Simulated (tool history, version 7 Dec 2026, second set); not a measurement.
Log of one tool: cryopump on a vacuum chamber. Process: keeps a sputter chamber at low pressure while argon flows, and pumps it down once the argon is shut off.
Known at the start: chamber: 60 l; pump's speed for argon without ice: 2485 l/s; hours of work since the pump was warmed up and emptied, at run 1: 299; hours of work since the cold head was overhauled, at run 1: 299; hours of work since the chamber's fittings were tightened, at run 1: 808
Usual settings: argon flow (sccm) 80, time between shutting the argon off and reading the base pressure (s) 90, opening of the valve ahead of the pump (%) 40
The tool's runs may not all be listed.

| run | hour | argon flow (sccm) | time between shutting the argon off and reading the base pressure (s) | opening of the valve ahead of the pump (%) | hours of work since the pump was warmed up and emptied | hours of work since the cold head was overhauled | hours of work since the chamber's fittings were tightened | pressure while argon flows (Pa) | pressure after the wait (uPa) |
|---|---|---|---|---|---|---|---|---|---|
| 1 | 0 | 80 | 90 | 40 | 299 | 299 | 808 | 0.1409 | 1.02 |
| 2 | 17.7 | 80 | 31 | 40 | 314 | 314 | 823 | 0.1399 | 2.04 |
| 3 | 29.1 | 54 | 31 | 40 | 324 | 324 | 833 | 0.0946 | 2.09 |
| 4 | 47.6 | 80 | 90 | 40 | 340 | 340 | 849 | 0.1399 | 1.1 |
| 5 | 66.8 | 80 | 90 | 40 | 356 | 356 | 865 | 0.1394 | 1.08 |
| 6 | 83 | 80 | 90 | 19 | 370 | 370 | 879 | 0.2914 | 1.07 |
| 7 | 95.1 | 80 | 90 | 19 | 381 | 381 | 890 | 0.2909 | 1.06 |
| 8 | 115.6 | 80 | 90 | 40 | 398 | 398 | 907 | 0.1409 | 1.09 |
| 9 | 129.4 | 80 | 90 | 40 | 410 | 410 | 919 | 0.1406 | 1.13 |
| 10 | 138.9 | 80 | 90 | 40 | 419 | 419 | 928 | 0.1417 | 1.14 |
| 11 | 151 | 80 | 90 | 40 | 429 | 429 | 938 | 0.1414 | 1.14 |
| 12 | 161.2 | 80 | 90 | 40 | 438 | 438 | 947 | 0.1411 | 1.15 |
| 13 | 176.3 | 80 | 90 | 40 | 451 | 451 | 960 | 0.1419 | 1.18 |
| 14 | 193.1 | 80 | 90 | 40 | 465 | 465 | 974 | 0.1412 | 1.15 |
| 15 | 210.5 | 80 | 185 | 40 | 480 | 480 | 989 | 0.1421 | 0.94 |
| 16 | 220.8 | 45 | 90 | 40 | 489 | 489 | 998 | 0.0792 | 1.14 |
| 17 | 237.5 | 96 | 90 | 40 | 504 | 504 | 1013 | 0.1719 | 1.2 |
| 18 | 258.8 | 96 | 90 | 40 | 522 | 522 | 1031 | 0.1705 | 1.22 |
| 19 | 271 | 96 | 90 | 40 | 533 | 533 | 1042 | 0.1704 | 1.18 |

Run 20 comes next. What will it give?
| 20 | 288.8 | 96 | 234 | 30 | 548 | 548 | 1057 | ? | ? |

{"run 20": {"pressure while argon flows (Pa)": 0.2278, "pressure after the wait (uPa)": 0.92}}
Without the tool's hidden state the same run would have given pressure while argon flows (Pa) 0.2197, pressure after the wait (uPa) 0.33.
